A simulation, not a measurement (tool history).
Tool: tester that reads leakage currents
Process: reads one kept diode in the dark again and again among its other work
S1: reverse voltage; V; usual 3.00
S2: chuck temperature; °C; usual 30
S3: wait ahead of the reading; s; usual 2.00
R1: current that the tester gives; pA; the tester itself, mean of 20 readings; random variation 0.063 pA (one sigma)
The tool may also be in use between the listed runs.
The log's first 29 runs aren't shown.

run,hour,S1,S2,S3,R1
30,4658.2,1.02,30,2.00,6.80
31,4788.6,1.46,30,2.69,8.20
32,5026.9,1.63,57,6.64,69.24
33,5270.9,3.01,38,0.91,23.22
# hour 5353.3: chuck's temperature calibrated
34,5428.5,5.36,22,2.00,10.97
35,5532.3,5.36,22,2.00,10.95
36,5745.5,4.93,60,2.98,169.96
37,5886.0,3.00,59,2.00,119.35
38,5995.6,2.65,39,2.00,25.61
39,6196.2,2.65,39,2.00,25.22

4 ways to go on from here, each from the tool as it stands after run 39. What would each give?
A,6394.5,1.15,40,2.00,?
B,6394.5,16.42,46,2.00,?
C,6394.5,2.65,39,6.41,?
D,6394.5,9.52,27,0.56,?

run,R1
A,16.65
B,121.07
C,24.96
D,24.03
Without the tool's hidden state the same runs would have given:
run,R1
A,17.24
B,119.95
C,25.28
D,19.95
